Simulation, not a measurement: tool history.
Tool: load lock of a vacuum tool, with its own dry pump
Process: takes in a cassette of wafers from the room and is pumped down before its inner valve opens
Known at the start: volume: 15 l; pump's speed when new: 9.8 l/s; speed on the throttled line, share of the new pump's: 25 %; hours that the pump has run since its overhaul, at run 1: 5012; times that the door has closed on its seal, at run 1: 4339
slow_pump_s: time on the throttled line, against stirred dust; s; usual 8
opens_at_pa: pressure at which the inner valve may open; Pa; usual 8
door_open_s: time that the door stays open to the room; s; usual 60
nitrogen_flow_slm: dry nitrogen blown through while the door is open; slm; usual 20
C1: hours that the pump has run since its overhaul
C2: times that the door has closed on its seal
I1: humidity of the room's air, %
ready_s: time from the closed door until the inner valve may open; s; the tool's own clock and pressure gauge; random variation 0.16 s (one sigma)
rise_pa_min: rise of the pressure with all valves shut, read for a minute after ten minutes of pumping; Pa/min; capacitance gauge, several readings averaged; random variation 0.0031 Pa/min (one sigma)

Run 1, hour 0.0: usual settings; C1 5012; C2 4339; I1 43.0. Result: ready_s 20.9 s, rise_pa_min 0.070 Pa/min.
Run 2, hour 97.8: usual settings; C1 5110; C2 4513; I1 43.1. Result: ready_s 20.9 s, rise_pa_min 0.076 Pa/min.
Run 3, hour 142.4: usual settings but slow_pump_s 11 s; C1 5154; C2 4593; I1 42.9. Result: ready_s 23.4 s, rise_pa_min 0.072 Pa/min.
Run 4, hour 185.9: usual settings but slow_pump_s 11 s; C1 5198; C2 4670; I1 48.6. Result: ready_s 23.0 s, rise_pa_min 0.075 Pa/min.
Run 5, hour 266.4: usual settings but slow_pump_s 11 s; C1 5278; C2 4814; I1 45.0. Result: ready_s 22.9 s, rise_pa_min 0.071 Pa/min.
Run 6, hour 359.3: usual settings but slow_pump_s 11 s, door_open_s 137 s; C1 5371; C2 4980; I1 44.4. Result: ready_s 22.9 s, rise_pa_min 0.100 Pa/min.
Run 7, hour 404.8: usual settings but slow_pump_s 11 s, door_open_s 137 s; C1 5417; C2 5061; I1 40.3. Result: ready_s 23.2 s, rise_pa_min 0.091 Pa/min.
Run 8, hour 472.1: usual settings but nitrogen_flow_slm 4 slm; C1 5484; C2 5181; I1 46.0. Result: ready_s 21.1 s, rise_pa_min 0.101 Pa/min.
Run 9, hour 540.3: usual settings but nitrogen_flow_slm 18 slm; C1 5552; C2 5302; I1 43.8. Result: ready_s 21.0 s, rise_pa_min 0.069 Pa/min.
Run 10, hour 636.1: usual settings but nitrogen_flow_slm 18 slm; C1 5648; C2 5473; I1 40.5. Result: ready_s 21.0 s, rise_pa_min 0.070 Pa/min.
Run 11, hour 723.4: usual settings but nitrogen_flow_slm 18 slm; C1 5735; C2 5629; I1 45.5. Result: ready_s 20.9 s, rise_pa_min 0.080 Pa/min.
Run 12, hour 816.7: usual settings but nitrogen_flow_slm 18 slm; C1 5828; C2 5795; I1 46.5. Result: ready_s 21.0 s, rise_pa_min 0.072 Pa/min.
Run 13, hour 882.6: usual settings but nitrogen_flow_slm 18 slm; C1 5894; C2 5912; I1 46.6. Result: ready_s 21.1 s, rise_pa_min 0.079 Pa/min.
Run 14, hour 947.6: usual settings but nitrogen_flow_slm 18 slm; C1 5959; C2 6028; I1 45.8. Result: ready_s 20.9 s, rise_pa_min 0.085 Pa/min.
Run 15, hour 1046.0: usual settings but nitrogen_flow_slm 18 slm; C1 6058; C2 6204; I1 44.6. Result: ready_s 21.1 s, rise_pa_min 0.076 Pa/min.
Run 16, hour 1089.6: usual settings but nitrogen_flow_slm 18 slm; C1 6101; C2 6282; I1 43.8. Result: ready_s 20.8 s, rise_pa_min 0.083 Pa/min.
Run 17, hour 1147.2: usual settings; C1 6159; C2 6384; I1 45.5. Result: ready_s 20.8 s, rise_pa_min 0.080 Pa/min.
Run 18, hour 1188.3: usual settings but door_open_s 40 s; C1 6200; C2 6457; I1 41.0. Result: ready_s 21.0 s, rise_pa_min 0.066 Pa/min.
Run 19, hour 1276.5: usual settings but slow_pump_s 6 s, door_open_s 58 s; C1 6288; C2 6615; I1 46.5. Result: ready_s 19.2 s, rise_pa_min 0.071 Pa/min.
Run 20, hour 1329.5: usual settings but slow_pump_s 6 s, opens_at_pa 11 Pa, door_open_s 31 s, nitrogen_flow_slm 43 slm; C1 6341; C2 6709; I1 43.0. Result: ready_s 19.2 s, rise_pa_min 0.047 Pa/min.
Run 21, hour 1386.9: usual settings but slow_pump_s 14 s, opens_at_pa 14 Pa, door_open_s 26 s, nitrogen_flow_slm 9 slm; C1 6399; C2 6812; I1 46.7. Result: ready_s 24.5 s, rise_pa_min 0.074 Pa/min.
Run 22, hour 1464.3: usual settings but slow_pump_s 14 s, opens_at_pa 14 Pa, door_open_s 26 s, nitrogen_flow_slm 9 slm; C1 6476; C2 6950; I1 44.3. Result: ready_s 24.7 s, rise_pa_min 0.073 Pa/min.

The next listed run, before its measurement:
Run 23, hour 1539.9: usual settings but opens_at_pa 7 Pa, door_open_s 142 s, nitrogen_flow_slm 12 slm; C1 6552; C2 7084; I1 46.6. Result: ready_s ?, rise_pa_min ?.

Run 23 gave ready_s 21.2 s, rise_pa_min 0.126 Pa/min.
Without the tool's hidden state the same run would have given ready_s 20.8 s, rise_pa_min 0.109 Pa/min.
